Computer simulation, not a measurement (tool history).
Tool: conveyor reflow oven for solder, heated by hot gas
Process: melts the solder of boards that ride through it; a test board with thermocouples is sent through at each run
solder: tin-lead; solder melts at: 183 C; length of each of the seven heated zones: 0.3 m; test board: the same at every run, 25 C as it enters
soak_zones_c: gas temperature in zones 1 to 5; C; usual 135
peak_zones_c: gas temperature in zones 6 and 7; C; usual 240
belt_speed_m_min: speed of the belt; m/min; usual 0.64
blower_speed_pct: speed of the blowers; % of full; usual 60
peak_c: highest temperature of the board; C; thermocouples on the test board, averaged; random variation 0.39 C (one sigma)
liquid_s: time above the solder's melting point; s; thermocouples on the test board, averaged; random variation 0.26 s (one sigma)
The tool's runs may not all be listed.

| run | day | soak_zones_c | peak_zones_c | belt_speed_m_min | blower_speed_pct | peak_c | liquid_s |
|---|---|---|---|---|---|---|---|
| 1 | 0 | 135 | 240 | 0.64 | 60 | 219.1 | 43.4 |
| 2 | 2.446 | 135 | 240 | 0.64 | 60 | 219.5 | 43.2 |
| 3 | 4.488 | 135 | 240 | 0.64 | 60 | 219.5 | 42.3 |
| 4 | 7.175 | 135 | 245 | 0.64 | 60 | 222.7 | 45.2 |
| 5 | 8.9 | 135 | 245 | 0.64 | 60 | 222.9 | 45.3 |
| 6 | 10.246 | 135 | 244 | 0.64 | 60 | 221.7 | 44.3 |
| 7 | 12.754 | 135 | 240 | 0.64 | 85 | 222.6 | 45.4 |
| 8 | 14.625 | 135 | 240 | 0.64 | 85 | 223.1 | 44.9 |
| 9 | 16.35 | 135 | 240 | 0.64 | 85 | 222.6 | 44.2 |
|  | 18.383 | thermocouples of zones 6 and 7 changed |
| 10 | 18.517 | 135 | 240 | 0.64 | 60 | 216.2 | 41.1 |
| 11 | 20.996 | 135 | 242 | 0.64 | 60 | 217.5 | 41.5 |
| 12 | 23.233 | 135 | 240 | 0.64 | 60 | 215.5 | 41 |
| 13 | 25.996 | 135 | 240 | 0.64 | 60 | 216.1 | 40.4 |
| 14 | 28.538 | 135 | 240 | 0.64 | 60 | 215 | 40.3 |
| 15 | 30.958 | 135 | 240 | 0.64 | 60 | 215.5 | 40.4 |
|  | 32.121 | flux residue cleaned out of gas plates and filters |
| 16 | 33.442 | 135 | 240 | 0.64 | 60 | 219.2 | 42.7 |
| 17 | 35.204 | 135 | 240 | 0.64 | 60 | 218.4 | 42.5 |
| 18 | 36.475 | 135 | 237 | 0.602 | 73 | 220.8 | 47.4 |
| 19 | 38.788 | 143 | 237 | 0.529 | 73 | 225.6 | 59.3 |
| 20 | 40.012 | 143 | 237 | 0.529 | 73 | 225.4 | 59 |
|  | 40.679 | belt drive overhauled, speed set with a stopwatch |
| 21 | 42.721 | 143 | 237 | 0.529 | 73 | 224.4 | 58.1 |
| 22 | 45.412 | 120 | 249 | 0.749 | 82 | 218.6 | 32.8 |
| 23 | 48.15 | 120 | 249 | 0.749 | 82 | 218.2 | 32.5 |
| 24 | 49.904 | 135 | 229 | 0.533 | 60 | 214 | 47.6 |
| 25 | 52.104 | 135 | 228 | 0.532 | 60 | 212.1 | 46.8 |
| 26 | 54.25 | 137 | 228 | 0.532 | 80 | 215.6 | 50.4 |
| 27 | 57.162 | 135 | 247 | 0.528 | 60 | 229.7 | 58 |
| 28 | 58.779 | 135 | 247 | 0.528 | 60 | 229.8 | 57.7 |
| 29 | 60.408 | 133 | 247 | 0.528 | 60 | 228 | 57.1 |
| 30 | 61.888 | 133 | 247 | 0.528 | 60 | 228 | 56.6 |
| 31 | 63.783 | 128 | 240 | 0.64 | 60 | 213.1 | 36.7 |

Hidden state or all else? Some run-to-run changes of peak_c, split into what the settings, what came in and random variation would give without the hidden state, and what is left for the hidden state (with any gauge scatter that isn't in both results):
The hidden state here: heat that the gas passes to the board, % of a clean oven's; belt's true speed, % of the reading; true gas temperature in zones 6 and 7 over the reading, C; drift of the gauge itself on peak_c, C; drift of the gauge itself on liquid_s, %.
Run 9 -> 10: blower_speed_pct 85 -> 60, thermocouples of zones 6 and 7 changed. peak_c -6.4 C: hidden state -1.5, all else -4.9.
Run 15 -> 16: flux residue cleaned out of gas plates and filters. peak_c +3.7 C: hidden state +3.5, all else +0.2.
Run 21 -> 22: soak_zones_c 143 -> 120, peak_zones_c 237 -> 249, belt_speed_m_min 0.529 -> 0.749, blower_speed_pct 73 -> 82. peak_c -5.8 C: hidden state -1.3, all else -4.5.
Run 26 -> 27: soak_zones_c 137 -> 135, peak_zones_c 228 -> 247, belt_speed_m_min 0.532 -> 0.528, blower_speed_pct 80 -> 60. peak_c +14.1 C: hidden state -0.3, all else +14.4.
Run 30 -> 31: soak_zones_c 133 -> 128, peak_zones_c 247 -> 240, belt_speed_m_min 0.528 -> 0.64. peak_c -14.9 C: hidden state -0.9, all else -14.
